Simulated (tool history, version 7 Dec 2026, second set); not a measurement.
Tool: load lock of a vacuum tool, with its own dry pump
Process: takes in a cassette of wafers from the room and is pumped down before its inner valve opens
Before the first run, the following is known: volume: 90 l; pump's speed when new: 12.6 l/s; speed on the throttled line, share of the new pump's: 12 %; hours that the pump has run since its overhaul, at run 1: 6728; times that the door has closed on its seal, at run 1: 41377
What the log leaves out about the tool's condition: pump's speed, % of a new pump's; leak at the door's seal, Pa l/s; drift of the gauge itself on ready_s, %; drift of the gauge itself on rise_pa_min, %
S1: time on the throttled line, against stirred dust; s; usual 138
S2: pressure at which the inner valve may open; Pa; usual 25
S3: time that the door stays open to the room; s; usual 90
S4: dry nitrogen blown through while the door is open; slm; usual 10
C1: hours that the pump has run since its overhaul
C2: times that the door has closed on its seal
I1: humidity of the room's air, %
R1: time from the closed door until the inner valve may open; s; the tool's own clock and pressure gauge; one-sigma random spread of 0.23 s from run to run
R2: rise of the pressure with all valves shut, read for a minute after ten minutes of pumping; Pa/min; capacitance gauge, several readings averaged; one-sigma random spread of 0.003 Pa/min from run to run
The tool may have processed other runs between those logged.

run     hour   S1  S2   S3  S4     C1     C2    I1     R1     R2
  1      0.0  138  25   90  10   6728  41377  48.0  180.9  0.054
  2    494.8  138  25   73  10   7223  43142  45.2  181.1  0.045
  3   1034.2  138  25   90  10   7762  45066  42.6  181.3  0.047
  4   1624.3  138  25   90  10   8352  47170  44.2  180.5  0.047
  5   1978.8  138  25   90   4   8707  48435  46.6  181.3  0.067
  6   2476.9  138  25   90   4   9205  50211  47.4  180.8  0.063
  7   3170.9  138  25   90   4   9899  52686  47.2  181.1  0.056
  8   3466.4  138  25   90   4  10194  53740  45.3  180.9  0.060
  9   3857.6  138  25   90  10  10585  55135  43.2  181.1  0.051
      4056.9  -- door's seal changed, seat wiped
      4207.4  -- dry pump taken out, an overhauled one fitted
 10   4565.4  138  25   90  10    358   1792  45.1  180.7  0.048
 11   5192.0  138  25   90  10    985   4027  42.0  181.3  0.046
 12   5563.8  138  25   90  10   1356   5353  42.3  180.8  0.044
 13   6089.1  138  25   90  10   1882   7226  43.9  181.4  0.049
 14   6448.9  138  25   90  10   2241   8509  45.5  181.4  0.047
 15   6850.5  138  32   90  30   2643   9942  45.4  179.0  0.036
 16   7222.4  229  33   47  13   3015  11268  46.1  258.1  0.031
 17   7918.9  124  39   65   4   3712  13752  44.2  165.7  0.044
 18   8537.5  124  39   71   4   4330  15958  44.9  165.3  0.049
 19   8848.3  124  39   71   4   4641  17066  46.8  164.8  0.050
 20   9174.7  124  39   28   5   4967  18230  44.9  165.2  0.028
 21   9780.8  225  49   49   7   5573  20392  46.9  252.0  0.034
 22  10312.4  138  25   44  14   6105  22288  46.0  181.3  0.033
 23  10989.2  138  46   90   6   6782  24702  42.9  176.7  0.047
 24  11463.6  222  38  144  14   7256  26394  43.3  250.7  0.059
 25  11780.1  222  38  144  14   7573  27522  45.6  252.0  0.063
 26  12138.1  138  25   93  10   7931  28799  45.2  181.0  0.051
 27  12508.5  138  25   90   7   8301  30120  45.1  180.8  0.052
 28  13017.7  138  20   90   7   8810  31936  45.2  182.3  0.054

How the hidden state differs across the entries between the runs, from the last listed run before each to the first after it:
Run 9 -> run 10: door's seal changed, seat wiped (hour 4056.9); dry pump taken out, an overhauled one fitted (hour 4207.4)
  pump's speed, % of a new pump's: 99.9 -> 100; leak at the door's seal, Pa l/s: 0.0046 -> 0.002
